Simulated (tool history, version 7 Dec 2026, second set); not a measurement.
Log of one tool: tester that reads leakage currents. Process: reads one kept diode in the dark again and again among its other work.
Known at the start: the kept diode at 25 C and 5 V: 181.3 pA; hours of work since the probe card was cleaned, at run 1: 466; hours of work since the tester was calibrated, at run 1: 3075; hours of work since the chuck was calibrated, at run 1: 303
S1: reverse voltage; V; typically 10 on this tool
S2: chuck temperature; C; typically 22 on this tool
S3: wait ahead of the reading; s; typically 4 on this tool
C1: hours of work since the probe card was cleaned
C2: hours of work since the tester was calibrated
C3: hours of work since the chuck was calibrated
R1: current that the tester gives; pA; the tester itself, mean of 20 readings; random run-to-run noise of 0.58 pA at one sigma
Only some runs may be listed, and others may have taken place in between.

Run 1, hour 0: usual settings; C1 466; C2 3075; C3 303. Result: R1 174.92 pA.
Run 2, hour 83.9: usual settings; C1 503; C2 3113; C3 340. Result: R1 173.45 pA.
Run 3, hour 199.9: usual settings; C1 555; C2 3165; C3 392. Result: R1 171.27 pA.
Run 4, hour 381.5: usual settings; C1 637; C2 3247; C3 474. Result: R1 168.03 pA.
Run 5, hour 466: usual settings but S1 3.3 V; C1 675; C2 3285; C3 512. Result: R1 93.46 pA.
Run 6, hour 552.5: usual settings but S1 1.1 V; C1 714; C2 3324; C3 551. Result: R1 52.93 pA.
Run 7, hour 668.3: usual settings but S1 19.9 V; C1 766; C2 3376; C3 603. Result: R1 235.26 pA.
At hour 761.7: chuck's temperature calibrated.
Run 8, hour 789.1: usual settings but S3 0.36 s; C1 820; C2 3429; C3 12. Result: R1 204.55 pA.
Run 9, hour 909.2: usual settings but S3 0.36 s; C1 874; C2 3484; C3 66. Result: R1 201.83 pA.
Run 10, hour 1014.5: usual settings but S3 0.36 s; C1 921; C2 3531; C3 114. Result: R1 199.74 pA.
Run 11, hour 1127.7: usual settings but S3 0.36 s; C1 972; C2 3582; C3 165. Result: R1 196.98 pA.
Run 12, hour 1251.6: usual settings; C1 1028; C2 3638; C3 220. Result: R1 187.75 pA.
Run 13, hour 1433.8: usual settings; C1 1110; C2 3720; C3 302. Result: R1 184.92 pA.
Run 14, hour 1528.6: usual settings but S1 4.1 V; C1 1152; C2 3762; C3 345. Result: R1 114.56 pA.
Run 15, hour 1708: usual settings but S1 4.1 V, S2 43 C; C1 1233; C2 3843; C3 426. Result: R1 735.5 pA.
Run 16, hour 1873.1: usual settings; C1 1307; C2 3917; C3 500. Result: R1 176.19 pA.
Run 17, hour 2029.1: usual settings; C1 1378; C2 3987; C3 570. Result: R1 172.57 pA.
Run 18, hour 2161.1: usual settings; C1 1437; C2 4047; C3 630. Result: R1 170.9 pA.
At hour 2203.3: chuck's temperature calibrated.
Run 19, hour 2302.9: usual settings but S2 56 C; C1 1500; C2 4110; C3 45. Result: R1 3643.48 pA.
Run 20, hour 2451.5: usual settings but S2 25 C, S3 3.3 s; C1 1567; C2 4177; C3 112. Result: R1 258.14 pA.
Run 21, hour 2563.1: usual settings but S1 1.6 V, S2 25 C, S3 7.61 s; C1 1617; C2 4227; C3 162. Result: R1 98.67 pA.
Run 22, hour 2746.5: usual settings but S1 5.2 V, S2 37 C; C1 1700; C2 4309; C3 244. Result: R1 514.84 pA.
Run 23, hour 2917.8: usual settings but S1 1.7 V, S2 54 C, S3 1.92 s; C1 1777; C2 4386; C3 321. Result: R1 1188.61 pA.
At hour 2933.8: probe card cleaned and baked.
Run 24, hour 3065.6: usual settings but S1 1.7 V, S2 54 C, S3 1.92 s; C1 59; C2 4452; C3 387. Result: R1 1164.57 pA.
Run 25, hour 3207.8: usual settings but S1 1.3 V, S2 48 C; C1 123; C2 4516; C3 451. Result: R1 612.09 pA.
Run 26, hour 3340.6: usual settings but S1 3.1 V, S3 7.49 s; C1 183; C2 4575; C3 510. Result: R1 88.12 pA.
Run 27, hour 3442.5: usual settings but S1 7.9 V, S3 5.03 s; C1 229; C2 4621; C3 556. Result: R1 140.51 pA.
At hour 3483.6: tester calibrated.
Run 28, hour 3531.4: usual settings but S1 7.9 V, S3 8.33 s; C1 268; C2 22; C3 595. Result: R1 141.74 pA.
At hour 3644.4: chuck's temperature calibrated.
Run 29, hour 3716.4: usual settings but S1 1 V, S2 27 C, S3 0.34 s; C1 350; C2 104; C3 32. Result: R1 99.63 pA.
Run 30, hour 3832.8: usual settings but S1 2.3 V, S2 29 C, S3 2.48 s; C1 403; C2 156; C3 85. Result: R1 179.29 pA.
Run 31, hour 3939.6: usual settings but S1 2.3 V, S2 29 C, S3 2.48 s; C1 451; C2 204; C3 133. Result: R1 176.3 pA.
Run 32, hour 4101.3: usual settings but S1 4.5 V, S2 53 C, S3 4.36 s; C1 524; C2 277; C3 206. Result: R1 1900.78 pA.
Run 33, hour 4236.9: usual settings but S1 4.5 V, S2 53 C, S3 4.36 s; C1 585; C2 338; C3 267. Result: R1 1862.47 pA.
Run 34, hour 4338.4: usual settings but S1 4.5 V, S2 53 C, S3 4.36 s; C1 630; C2 384; C3 312. Result: R1 1838.42 pA.
Run 35, hour 4505.1: usual settings but S1 6.3 V, S2 31 C, S3 5.95 s; C1 705; C2 459; C3 387. Result: R1 322.17 pA.
Run 36, hour 4627.4: usual settings but S1 3.7 V, S3 1.26 s; C1 760; C2 514; C3 442. Result: R1 105.57 pA.
Run 37, hour 4811.6: usual settings but S1 3.7 V, S3 1.26 s; C1 843; C2 597; C3 525. Result: R1 103.99 pA.
Run 38, hour 4988.3: usual settings but S1 3.7 V, S3 1.26 s; C1 923; C2 676; C3 605. Result: R1 100.95 pA.

Pick out some run-to-run changes in R1. Of each, how much would a tool without hidden state show as well, from the settings, what came in and chance, and how much is left for the hidden state and any gauge scatter not in both results compared?
Unlogged tool condition in this case: stray current of the dirty probe card, pA a volt; current scale over the true one, %; true chuck temperature over the reading, C; drift of the gauge itself on leakage_pa, %.
Run 18 -> 19: S2 22 -> 56, chuck's temperature calibrated. R1 +3472.58 pA: hidden state -96.89, all else +3569.47.
Run 19 -> 20: S2 56 -> 25, S3 4 -> 3.3. R1 -3385.34 pA: hidden state +120.94, all else -3506.28.
Run 31 -> 32: S1 2.3 -> 4.5, S2 29 -> 53, S3 2.48 -> 4.36. R1 +1724.48 pA: hidden state -85.72, all else +1810.2.
Run 34 -> 35: S1 4.5 -> 6.3, S2 53 -> 31, S3 4.36 -> 5.95. R1 -1516.25 pA: hidden state +111.99, all else -1628.24.

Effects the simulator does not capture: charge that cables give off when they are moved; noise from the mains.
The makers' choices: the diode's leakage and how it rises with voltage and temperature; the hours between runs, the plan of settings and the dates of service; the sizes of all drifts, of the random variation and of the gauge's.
